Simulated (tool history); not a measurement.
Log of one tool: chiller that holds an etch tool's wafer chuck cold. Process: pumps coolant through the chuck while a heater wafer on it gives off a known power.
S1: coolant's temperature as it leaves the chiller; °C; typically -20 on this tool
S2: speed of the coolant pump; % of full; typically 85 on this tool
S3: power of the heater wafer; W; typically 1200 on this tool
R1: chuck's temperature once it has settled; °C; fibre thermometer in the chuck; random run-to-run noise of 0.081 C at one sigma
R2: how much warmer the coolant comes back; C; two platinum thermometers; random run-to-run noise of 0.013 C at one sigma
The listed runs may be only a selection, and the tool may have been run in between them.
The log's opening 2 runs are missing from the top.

Run 3, hour 235: usual settings. Result: R1 -12.8 °C, R2 2.58 C.
Run 4, hour 311.3: usual settings. Result: R1 -12.75 °C, R2 2.6 C.
Run 5, hour 473.1: usual settings. Result: R1 -12.66 °C, R2 2.56 C.
Run 6, hour 590.8: usual settings. Result: R1 -12.64 °C, R2 2.6 C.
Run 7, hour 689.1: usual settings. Result: R1 -12.68 °C, R2 2.61 C.
Run 8, hour 847.7: usual settings. Result: R1 -12.62 °C, R2 2.58 C.
Run 9, hour 931.9: usual settings. Result: R1 -12.69 °C, R2 2.59 C.
Run 10, hour 1040.9: usual settings. Result: R1 -12.73 °C, R2 2.59 C.
Run 11, hour 1180.1: usual settings. Result: R1 -12.61 °C, R2 2.59 C.
Run 12, hour 1319.2: usual settings but S2 95 % of full. Result: R1 -13.26 °C, R2 2.29 C.
Run 13, hour 1408.1: usual settings but S2 95 % of full. Result: R1 -13.23 °C, R2 2.29 C.
Run 14, hour 1540.3: usual settings but S2 95 % of full. Result: R1 -13.16 °C, R2 2.32 C.
Run 15, hour 1614.7: usual settings but S2 95 % of full. Result: R1 -13.12 °C, R2 2.31 C.
Run 16, hour 1772.4: usual settings but S2 95 % of full. Result: R1 -13.19 °C, R2 2.3 C.
Run 17, hour 1867.6: usual settings but S2 71 % of full, S3 1054 W. Result: R1 -12.56 °C, R2 2.82 C.
Run 18, hour 2024.3: usual settings but S1 -15 °C, S2 71 % of full, S3 1227 W. Result: R1 -6.23 °C, R2 3.29 C.
Run 19, hour 2151.5: usual settings but S1 -15 °C, S2 78 % of full, S3 1191 W. Result: R1 -7.2 °C, R2 2.87 C.
Run 20, hour 2229.4: usual settings but S1 -15 °C, S2 78 % of full, S3 1191 W. Result: R1 -6.88 °C, R2 2.89 C.
Run 21, hour 2304.6: usual settings but S1 -15 °C, S2 78 % of full, S3 1191 W. Result: R1 -6.94 °C, R2 2.87 C.
Run 22, hour 2387.6: usual settings but S2 84 % of full. Result: R1 -12.35 °C, R2 2.66 C.
Run 23, hour 2553.6: usual settings but S1 -25 °C, S2 81 % of full. Result: R1 -17.02 °C, R2 2.78 C.
Run 24, hour 2679.4: usual settings but S1 -25 °C, S2 99 % of full, S3 1261 W. Result: R1 -17.83 °C, R2 2.33 C.
Run 25, hour 2807.3: usual settings but S1 -25 °C, S2 99 % of full, S3 1261 W. Result: R1 -17.76 °C, R2 2.36 C.
Run 26, hour 2931.3: usual settings but S1 -24 °C, S2 80 % of full. Result: R1 -15.99 °C, R2 2.84 C.
Run 27, hour 3077.4: usual settings but S1 -14 °C, S2 79 % of full, S3 1429 W. Result: R1 -4.28 °C, R2 3.44 C.

Run 28 is up next; what results do you expect?
Run 28, hour 3204: usual settings but S1 -28 °C, S2 62 % of full. Result: R1 ?, R2 ?.

Run 28 measured R1 -18.11 °C, R2 3.78 C.
On a tool with no hidden condition, and with the same random variation, this run would have come out at R1 -19.19 °C, R2 3.58 C.
